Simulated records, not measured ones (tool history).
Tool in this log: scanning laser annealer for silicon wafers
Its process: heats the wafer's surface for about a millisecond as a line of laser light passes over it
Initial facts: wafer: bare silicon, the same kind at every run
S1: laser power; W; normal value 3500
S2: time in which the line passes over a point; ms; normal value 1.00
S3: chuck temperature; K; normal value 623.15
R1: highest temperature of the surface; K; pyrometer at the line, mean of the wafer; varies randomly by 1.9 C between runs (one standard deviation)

| run | hour | S1 | S2 | S3 | R1 |
|---|---|---|---|---|---|
| 1 | 0.0 | 3500 | 1.00 | 623.15 | 1368.15 |
| 2 | 7.8 | 3500 | 1.00 | 626.15 | 1370.15 |
| 3 | 16.4 | 3500 | 1.00 | 626.15 | 1371.15 |
| 4 | 24.2 | 3500 | 1.00 | 626.15 | 1369.15 |
| 5 | 33.9 | 3500 | 1.00 | 626.15 | 1370.15 |
| 6 | 43.4 | 3500 | 1.00 | 626.15 | 1372.15 |
| 7 | 50.6 | 3500 | 1.00 | 623.15 | 1367.15 |
| 8 | 58.6 | 3500 | 1.00 | 623.15 | 1365.15 |
| 9 | 64.0 | 3500 | 1.00 | 623.15 | 1369.15 |
| 10 | 72.8 | 3500 | 1.00 | 623.15 | 1369.15 |
| 11 | 77.4 | 3500 | 0.76 | 623.15 | 1278.15 |
| 12 | 82.1 | 3500 | 0.76 | 623.15 | 1280.15 |
| 13 | 92.5 | 3500 | 0.76 | 623.15 | 1277.15 |
| 14 | 99.2 | 3500 | 1.00 | 623.15 | 1371.15 |
| 15 | 108.8 | 3500 | 1.00 | 623.15 | 1370.15 |
| 16 | 115.2 | 3500 | 1.00 | 623.15 | 1370.15 |
| 17 | 119.7 | 3500 | 1.00 | 623.15 | 1371.15 |
| 18 | 124.1 | 3394 | 1.00 | 623.15 | 1339.15 |
| 19 | 134.6 | 3500 | 0.74 | 654.15 | 1302.15 |
| 20 | 140.7 | 3500 | 0.74 | 654.15 | 1301.15 |
| 21 | 149.0 | 3500 | 0.74 | 654.15 | 1297.15 |
| 22 | 155.9 | 3500 | 0.74 | 655.15 | 1304.15 |
| 23 | 161.3 | 3648 | 0.90 | 630.15 | 1377.15 |
| 24 | 167.8 | 3648 | 0.71 | 630.15 | 1298.15 |
| 25 | 177.5 | 3423 | 0.97 | 647.15 | 1362.15 |
| 26 | 184.9 | 3423 | 0.97 | 647.15 | 1359.15 |
| 27 | 192.3 | 3423 | 0.87 | 647.15 | 1328.15 |
| 28 | 199.7 | 3082 | 1.00 | 638.15 | 1274.15 |
| 29 | 209.1 | 3082 | 1.00 | 638.15 | 1272.15 |
| 30 | 215.7 | 3588 | 0.70 | 609.15 | 1259.15 |
| 31 | 221.9 | 3588 | 0.70 | 609.15 | 1262.15 |
| 32 | 227.1 | 3588 | 0.70 | 609.15 | 1257.15 |
| 33 | 233.5 | 3643 | 0.95 | 660.15 | 1426.15 |
| 34 | 238.3 | 3500 | 1.17 | 632.15 | 1434.15 |
| 35 | 245.9 | 3500 | 1.05 | 618.15 | 1379.15 |
| 36 | 254.1 | 3740 | 1.01 | 624.15 | 1438.15 |

4 ways to go on from here, each from the tool as it stands after run 36. What would each give?
| A | 262.1 | 3484 | 0.95 | 623.15 | ? |
| B | 262.1 | 3202 | 1.00 | 623.15 | ? |
| C | 262.1 | 3606 | 1.00 | 623.15 | ? |
| D | 262.1 | 3079 | 0.90 | 595.15 | ? |

| run | R1 |
|---|---|
| A | 1344.15 |
| B | 1289.15 |
| C | 1399.15 |
| D | 1199.15 |
The same runs, with their run-to-run variation unchanged, on a tool lacking any hidden condition would have given:
| run | R1 |
|---|---|
| A | 1345.15 |
| B | 1290.15 |
| C | 1400.15 |
| D | 1200.15 |
